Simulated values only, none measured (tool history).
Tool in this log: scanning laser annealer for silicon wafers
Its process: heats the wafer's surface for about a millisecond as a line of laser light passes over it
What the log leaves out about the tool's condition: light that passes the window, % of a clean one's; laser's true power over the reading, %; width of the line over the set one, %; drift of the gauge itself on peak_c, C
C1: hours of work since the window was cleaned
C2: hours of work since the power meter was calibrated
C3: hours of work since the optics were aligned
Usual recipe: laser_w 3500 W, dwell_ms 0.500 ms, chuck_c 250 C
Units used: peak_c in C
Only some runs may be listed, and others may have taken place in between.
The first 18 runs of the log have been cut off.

run 19 hour=185.5 | laser_w=3500 dwell_ms=0.500 chuck_c=250 | C1=19 C2=286 C3=381 | peak_c=1096
run 20 hour=198.5 | laser_w=3500 dwell_ms=0.500 chuck_c=250 | C1=24 C2=292 C3=386 | peak_c=1097
run 21 hour=210.8 | laser_w=3500 dwell_ms=0.500 chuck_c=250 | C1=30 C2=297 C3=392 | peak_c=1092
run 22 hour=223.5 | laser_w=3500 dwell_ms=0.500 chuck_c=250 | C1=35 C2=303 C3=397 | peak_c=1094
run 23 hour=232.7 | laser_w=3500 dwell_ms=0.500 chuck_c=250 | C1=39 C2=306 C3=401 | peak_c=1096
run 24 hour=245.7 | laser_w=3769 dwell_ms=0.569 chuck_c=258 | C1=44 C2=312 C3=406 | peak_c=1230
run 25 hour=254.5 | laser_w=3769 dwell_ms=0.569 chuck_c=258 | C1=48 C2=316 C3=410 | peak_c=1233
run 26 hour=266.3 | laser_w=3608 dwell_ms=0.500 chuck_c=230 | C1=53 C2=321 C3=415 | peak_c=1097
-- hour=272.1 optics aligned, line set to its width
run 27 hour=282.8 | laser_w=3492 dwell_ms=0.608 chuck_c=250 | C1=58 C2=326 C3=5 | peak_c=1191
run 28 hour=293.7 | laser_w=3464 dwell_ms=0.500 chuck_c=280 | C1=63 C2=330 C3=9 | peak_c=1113
run 29 hour=306.5 | laser_w=3350 dwell_ms=0.500 chuck_c=280 | C1=68 C2=336 C3=15 | peak_c=1091

Run 30 is up next; what results do you expect?
run 30 hour=313.8 | laser_w=3428 dwell_ms=0.456 chuck_c=239 | C1=71 C2=339 C3=18 | peak_c=?

{"run 30": {"peak_c": 1022}}
If the tool had no hidden condition, the same run with the same run-to-run variation would have returned peak_c 1026 C.
